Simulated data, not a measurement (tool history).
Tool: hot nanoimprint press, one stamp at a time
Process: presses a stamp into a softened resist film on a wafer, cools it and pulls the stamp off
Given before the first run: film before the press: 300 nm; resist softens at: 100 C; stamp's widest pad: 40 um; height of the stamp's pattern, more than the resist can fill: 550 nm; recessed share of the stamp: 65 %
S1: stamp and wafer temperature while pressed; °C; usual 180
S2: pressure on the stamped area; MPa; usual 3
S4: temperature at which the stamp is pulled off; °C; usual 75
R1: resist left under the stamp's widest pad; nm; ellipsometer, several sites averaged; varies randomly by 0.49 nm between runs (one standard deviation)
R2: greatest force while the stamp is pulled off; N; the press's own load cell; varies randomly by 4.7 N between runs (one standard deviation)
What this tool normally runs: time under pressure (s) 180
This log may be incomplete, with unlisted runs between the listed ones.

run 1 hour=0 | S1=180 S2=3 time_under_pressure_(s)=180 S4=75 | R1=111.5 R2=271
run 2 hour=11.3 | S1=180 S2=3 time_under_pressure_(s)=180 S4=75 | R1=111.1 R2=291
run 3 hour=24.2 | S1=180 S2=3 time_under_pressure_(s)=293 S4=75 | R1=89.9 R2=283
run 4 hour=33.5 | S1=180 S2=3 time_under_pressure_(s)=293 S4=75 | R1=89.9 R2=296
run 5 hour=46 | S1=180 S2=3 time_under_pressure_(s)=180 S4=75 | R1=113.2 R2=304
run 6 hour=57.5 | S1=180 S2=3 time_under_pressure_(s)=180 S4=75 | R1=112.3 R2=297
run 7 hour=66.1 | S1=180 S2=3 time_under_pressure_(s)=180 S4=75 | R1=113.2 R2=313
run 8 hour=78 | S1=180 S2=3 time_under_pressure_(s)=180 S4=75 | R1=112.8 R2=313
run 9 hour=89.9 | S1=180 S2=3 time_under_pressure_(s)=180 S4=75 | R1=112.7 R2=315
run 10 hour=97.7 | S1=180 S2=3 time_under_pressure_(s)=180 S4=75 | R1=113.4 R2=317
run 11 hour=105.2 | S1=180 S2=3 time_under_pressure_(s)=220 S4=75 | R1=103.7 R2=330
run 12 hour=117 | S1=180 S2=3 time_under_pressure_(s)=255 S4=75 | R1=97.6 R2=326
-- hour=121.2 plate thermocouple calibrated
run 13 hour=127.1 | S1=171 S2=3 time_under_pressure_(s)=180 S4=75 | R1=175.3 R2=336
run 14 hour=141.1 | S1=171 S2=3 time_under_pressure_(s)=180 S4=75 | R1=174.5 R2=335
run 15 hour=157.4 | S1=171 S2=3 time_under_pressure_(s)=180 S4=75 | R1=176 R2=342
run 16 hour=167.8 | S1=171 S2=3 time_under_pressure_(s)=180 S4=75 | R1=175.1 R2=353
run 17 hour=179.5 | S1=188 S2=2.04 time_under_pressure_(s)=155 S4=61 | R1=102 R2=429
-- hour=185.4 plate thermocouple calibrated, once more
run 18 hour=194.3 | S1=188 S2=2.36 time_under_pressure_(s)=155 S4=61 | R1=89.9 R2=433
-- hour=207.8 stamp cleaned and given a new release coat
run 19 hour=213.9 | S1=188 S2=2.55 time_under_pressure_(s)=221 S4=78 | R1=74 R2=231
run 20 hour=221.5 | S1=171 S2=4.09 time_under_pressure_(s)=180 S4=75 | R1=149.8 R2=239
run 21 hour=234.6 | S1=170 S2=3 time_under_pressure_(s)=177 S4=72 | R1=176.3 R2=253
run 22 hour=243.8 | S1=183 S2=3.9 time_under_pressure_(s)=121 S4=72 | R1=101.8 R2=256
run 23 hour=260.3 | S1=172 S2=3 time_under_pressure_(s)=180 S4=72 | R1=161.5 R2=264
run 24 hour=269.2 | S1=172 S2=3 time_under_pressure_(s)=180 S4=72 | R1=161.7 R2=270
run 25 hour=285.3 | S1=169 S2=4.11 time_under_pressure_(s)=340 S4=81 | R1=130.8 R2=247
run 26 hour=293.1 | S1=169 S2=4.11 time_under_pressure_(s)=340 S4=81 | R1=130.7 R2=253
run 27 hour=308.2 | S1=192 S2=4.11 time_under_pressure_(s)=340 S4=81 | R1=40.4 R2=260
run 28 hour=323.3 | S1=183 S2=3 time_under_pressure_(s)=156 S4=75 | R1=103.3 R2=275
run 29 hour=337.9 | S1=183 S2=3 time_under_pressure_(s)=156 S4=75 | R1=103.5 R2=289
run 30 hour=347.9 | S1=183 S2=3 time_under_pressure_(s)=156 S4=75 | R1=103 R2=290

Some steps in R1, run to run, broken into two amounts with sign: the step expected even without the hidden condition (settings, incoming material, random variation), and the rest, left for the hidden condition together with whatever gauge scatter is not in both the measured and the hidden-condition-free result:
Unlogged tool condition in this case: true temperature over the reading, C; pressure that arrives at the usual setting, %; grip of the stamp's worn release coat, % over a new coat's; drift of the gauge itself on residual_nm, %; drift of the gauge itself on pull_off_n, %.
Run 12 -> 13: S1 180 -> 171, time under pressure (s) 255 -> 180, plate thermocouple calibrated. R1 +77.7 nm: hidden state +4.4, all else +73.3.
Run 16 -> 17: S1 171 -> 188, S2 3 -> 2.04, time under pressure (s) 180 -> 155, S4 75 -> 61. R1 -73.1 nm: hidden state -3.3, all else -69.8.
Run 17 -> 18: S2 2.04 -> 2.36, plate thermocouple calibrated, once more. R1 -12.1 nm: hidden state -5.3, all else -6.8.
Run 19 -> 20: S1 188 -> 171, S2 2.55 -> 4.09, time under pressure (s) 221 -> 180, S4 78 -> 75. R1 +75.8 nm: hidden state +0.4, all else +75.4.
Run 26 -> 27: S1 169 -> 192. R1 -90.3 nm: hidden state -1.3, all else -89.
